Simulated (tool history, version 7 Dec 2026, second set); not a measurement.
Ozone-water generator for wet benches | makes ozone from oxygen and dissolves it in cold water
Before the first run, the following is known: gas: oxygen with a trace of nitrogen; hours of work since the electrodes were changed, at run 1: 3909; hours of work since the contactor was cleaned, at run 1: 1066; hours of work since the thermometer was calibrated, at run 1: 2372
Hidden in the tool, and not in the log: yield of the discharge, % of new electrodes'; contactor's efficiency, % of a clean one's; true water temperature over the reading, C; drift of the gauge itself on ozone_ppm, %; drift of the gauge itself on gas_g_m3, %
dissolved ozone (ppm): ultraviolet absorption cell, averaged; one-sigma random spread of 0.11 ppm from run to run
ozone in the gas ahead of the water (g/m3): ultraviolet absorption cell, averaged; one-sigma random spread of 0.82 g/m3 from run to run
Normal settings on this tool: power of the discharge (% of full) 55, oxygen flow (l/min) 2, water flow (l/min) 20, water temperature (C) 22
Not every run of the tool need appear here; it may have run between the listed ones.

| run | hour | power of the discharge (% of full) | oxygen flow (l/min) | water flow (l/min) | water temperature (C) | hours of work since the electrodes were changed | hours of work since the contactor was cleaned | hours of work since the thermometer was calibrated | dissolved ozone (ppm) | ozone in the gas ahead of the water (g/m3) |
|---|---|---|---|---|---|---|---|---|---|---|
| 1 | 0 | 55 | 2 | 20 | 22 | 3909 | 1066 | 2372 | 7.8 | 124.2 |
| 2 | 55.3 | 55 | 2 | 16 | 22 | 3962 | 1119 | 2424 | 9.3 | 124.3 |
| 3 | 132.2 | 55 | 2 | 20 | 22 | 4035 | 1192 | 2497 | 7.6 | 123.2 |
| 4 | 216.2 | 55 | 2 | 20 | 22 | 4114 | 1271 | 2576 | 7.6 | 122.2 |
| 5 | 317.8 | 55 | 2 | 20 | 22 | 4211 | 1368 | 2673 | 7.4 | 122.7 |
| 6 | 384.1 | 55 | 1.39 | 20 | 22 | 4273 | 1430 | 2736 | 7 | 150.9 |
| 7 | 450.2 | 55 | 1.39 | 20 | 22 | 4336 | 1493 | 2798 | 7.1 | 150.5 |
|  | 550 | water thermometer calibrated |
| 8 | 553.9 | 55 | 2 | 12 | 22 | 4434 | 1591 | 4 | 11.4 | 123.8 |
| 9 | 647.8 | 55 | 2 | 12 | 22 | 4523 | 1680 | 93 | 11.4 | 122.4 |
| 10 | 741 | 55 | 2.46 | 20 | 22 | 4611 | 1768 | 181 | 7.6 | 107.5 |
| 11 | 791.1 | 55 | 2.46 | 20 | 22 | 4658 | 1815 | 228 | 7.6 | 108.6 |
| 12 | 879.8 | 55 | 2.46 | 20 | 22 | 4743 | 1900 | 312 | 7.6 | 106.7 |
| 13 | 942.3 | 44 | 2 | 20 | 22 | 4802 | 1959 | 372 | 6.4 | 107.8 |
|  | 1001 | water thermometer calibrated, once more |
| 14 | 1030.4 | 44 | 2 | 20 | 22 | 4885 | 2042 | 28 | 6.6 | 108.8 |
| 15 | 1090.8 | 44 | 2 | 20 | 22 | 4942 | 2099 | 85 | 6.7 | 109.1 |
| 16 | 1187.4 | 55 | 2 | 25 | 22 | 5034 | 2190 | 177 | 5.9 | 121.2 |
| 17 | 1244.5 | 70 | 2 | 31 | 22 | 5088 | 2245 | 231 | 5.3 | 137.4 |
| 18 | 1346.6 | 91 | 1.71 | 20 | 21 | 5184 | 2341 | 328 | 9.3 | 170.6 |
| 19 | 1425.2 | 91 | 1.71 | 20 | 21 | 5259 | 2416 | 402 | 9.3 | 168.8 |
| 20 | 1471 | 64 | 1.49 | 21 | 24 | 5302 | 2459 | 445 | 7.3 | 155.1 |
| 21 | 1560.4 | 64 | 1.49 | 21 | 24 | 5387 | 2544 | 530 | 7.2 | 155.3 |
| 22 | 1617.3 | 64 | 2.03 | 21 | 24 | 5441 | 2598 | 584 | 7.4 | 130.5 |
| 23 | 1685.8 | 77 | 1.25 | 20 | 22 | 5506 | 2663 | 649 | 8 | 189.9 |
| 24 | 1735.2 | 55 | 1.59 | 20 | 22 | 5553 | 2709 | 696 | 6.9 | 137.6 |
| 25 | 1782 | 55 | 2 | 20 | 18 | 5597 | 2754 | 740 | 7.7 | 121 |
| 26 | 1841.5 | 63 | 2 | 20 | 18 | 5653 | 2810 | 796 | 8.2 | 128.2 |
| 27 | 1923.2 | 49 | 2 | 20 | 14 | 5731 | 2888 | 874 | 7.2 | 113.4 |
| 28 | 2023.9 | 74 | 1.75 | 13 | 22 | 5826 | 2983 | 969 | 12.2 | 150.1 |
| 29 | 2083.9 | 84 | 1.72 | 27 | 18 | 5883 | 3040 | 1026 | 6.9 | 160.3 |
| 30 | 2170.7 | 40 | 1.85 | 26 | 17 | 5965 | 3122 | 1108 | 5 | 107 |
| 31 | 2272.8 | 40 | 1.24 | 26 | 17 | 6062 | 3219 | 1205 | 4.6 | 136.3 |
| 32 | 2320.2 | 40 | 1.24 | 26 | 17 | 6107 | 3264 | 1250 | 4.5 | 134.6 |

Results per run with the tool's hidden condition removed, run-to-run variation unchanged:
| run | dissolved ozone (ppm) | ozone in the gas ahead of the water (g/m3) |
|---|---|---|
| 1 | 8.4 | 131.7 |
| 2 | 10.1 | 131.9 |
| 3 | 8.3 | 130.8 |
| 4 | 8.2 | 129.9 |
| 5 | 8.1 | 130.7 |
| 6 | 7.6 | 161 |
| 7 | 7.8 | 160.8 |
| 8 | 12.4 | 132.3 |
| 9 | 12.4 | 131.1 |
| 10 | 8.3 | 115.4 |
| 11 | 8.4 | 116.6 |
| 12 | 8.4 | 114.8 |
| 13 | 7 | 115 |
| 14 | 7.2 | 116.1 |
| 15 | 7.3 | 116.5 |
| 16 | 6.6 | 131 |
| 17 | 6 | 150.4 |
| 18 | 10.6 | 189.7 |
| 19 | 10.7 | 188 |
| 20 | 8.2 | 169.9 |
| 21 | 8.1 | 170.3 |
| 22 | 8.4 | 143.2 |
| 23 | 9.2 | 210.8 |
| 24 | 7.8 | 150.2 |
| 25 | 8.7 | 132.2 |
| 26 | 9.3 | 141.3 |
| 27 | 8 | 123.5 |
| 28 | 14 | 167.3 |
| 29 | 8 | 180.4 |
| 30 | 5.6 | 115.5 |
| 31 | 5.1 | 147.4 |
| 32 | 5.1 | 145.6 |

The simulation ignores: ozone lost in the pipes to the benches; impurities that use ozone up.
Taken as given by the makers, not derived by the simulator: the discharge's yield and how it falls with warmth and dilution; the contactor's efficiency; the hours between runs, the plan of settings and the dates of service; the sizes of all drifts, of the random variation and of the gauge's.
